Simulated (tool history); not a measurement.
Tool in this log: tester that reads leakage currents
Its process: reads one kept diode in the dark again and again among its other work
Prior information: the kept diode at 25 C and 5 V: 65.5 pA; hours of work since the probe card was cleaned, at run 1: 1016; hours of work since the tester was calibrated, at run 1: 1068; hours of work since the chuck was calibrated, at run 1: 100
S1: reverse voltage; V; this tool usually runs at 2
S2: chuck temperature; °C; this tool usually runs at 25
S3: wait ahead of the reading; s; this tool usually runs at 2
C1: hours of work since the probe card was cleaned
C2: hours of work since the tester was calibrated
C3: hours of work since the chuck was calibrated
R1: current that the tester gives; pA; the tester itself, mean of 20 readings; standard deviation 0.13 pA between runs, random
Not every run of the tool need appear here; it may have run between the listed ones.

| run | hour | S1 | S2 | S3 | C1 | C2 | C3 | R1 |
|---|---|---|---|---|---|---|---|---|
| 1 | 0 | 2 | 25 | 2 | 1016 | 1068 | 100 | 39.33 |
| 2 | 117.9 | 2 | 25 | 0.35 | 1073 | 1124 | 156 | 40.23 |
| 3 | 226.2 | 2 | 25 | 0.35 | 1125 | 1176 | 208 | 40.38 |
| 4 | 327.9 | 2 | 25 | 2 | 1174 | 1225 | 257 | 39.18 |
| 5 | 410.5 | 12.18 | 25 | 2 | 1213 | 1264 | 296 | 110.13 |
| 6 | 503.1 | 2 | 25 | 2 | 1258 | 1309 | 341 | 39.25 |
| 7 | 596.7 | 2 | 25 | 2 | 1303 | 1354 | 386 | 39.01 |
| 8 | 679.9 | 2 | 25 | 2 | 1342 | 1394 | 426 | 39.37 |
| 9 | 796.5 | 2 | 25 | 2 | 1398 | 1449 | 482 | 39.14 |
| 10 | 903.3 | 2 | 25 | 2 | 1450 | 1501 | 533 | 39.28 |
| 11 | 998 | 2 | 25 | 2 | 1495 | 1546 | 578 | 39.23 |
| 12 | 1075.8 | 2 | 25 | 2 | 1532 | 1583 | 615 | 39.34 |
| 13 | 1190.7 | 2 | 25 | 2 | 1587 | 1639 | 671 | 39.36 |
| 14 | 1280.5 | 2 | 25 | 2 | 1630 | 1682 | 714 | 39.12 |
|  | 1347.3 | chuck's temperature calibrated |
| 15 | 1400.7 | 2 | 39 | 2 | 1687 | 1738 | 26 | 113.72 |
| 16 | 1498.7 | 2 | 39 | 2 | 1734 | 1785 | 73 | 113.55 |
| 17 | 1616.3 | 2 | 25 | 2 | 1791 | 1842 | 129 | 39.16 |
| 18 | 1717.1 | 2 | 25 | 2 | 1839 | 1890 | 177 | 39.23 |
| 19 | 1800.3 | 2 | 25 | 7.34 | 1879 | 1930 | 217 | 39.01 |
| 20 | 1897.3 | 2 | 25 | 7.34 | 1925 | 1976 | 264 | 39.4 |
| 21 | 1957.3 | 4.88 | 60 | 2.04 | 1954 | 2005 | 293 | 784.19 |
| 22 | 2055.8 | 4.88 | 60 | 2.04 | 2001 | 2052 | 340 | 784.91 |
| 23 | 2150.7 | 9.35 | 22 | 3.1 | 2047 | 2098 | 385 | 74.26 |
| 24 | 2260.8 | 1.98 | 47 | 7.94 | 2100 | 2151 | 438 | 199.56 |
| 25 | 2320.8 | 1.98 | 47 | 7.94 | 2128 | 2179 | 467 | 199.29 |
| 26 | 2425.4 | 3.61 | 40 | 3.04 | 2178 | 2230 | 517 | 170.41 |
| 27 | 2479.4 | 11.33 | 31 | 2 | 2204 | 2255 | 543 | 167.97 |
| 28 | 2542.3 | 11.33 | 31 | 2 | 2234 | 2286 | 573 | 167.72 |
| 29 | 2594 | 2 | 46 | 0.68 | 2259 | 2310 | 598 | 187.64 |
| 30 | 2654.4 | 2 | 46 | 0.68 | 2288 | 2339 | 627 | 186.82 |
| 31 | 2754.7 | 11.39 | 60 | 1.38 | 2336 | 2387 | 675 | 1265.93 |
| 32 | 2831.8 | 11.39 | 60 | 1.38 | 2373 | 2424 | 712 | 1267.23 |

Estimate the outcome of run 33 from the log above:
|  | 2902.6 | chuck's temperature calibrated |
| 33 | 2925.7 | 11.39 | 47 | 0.68 | 2417 | 2468 | 11 | ? |

Logged for run 33: R1 539.48 pA.
The same run, on a tool lacking any hidden state, would have yielded R1 539.42 pA.
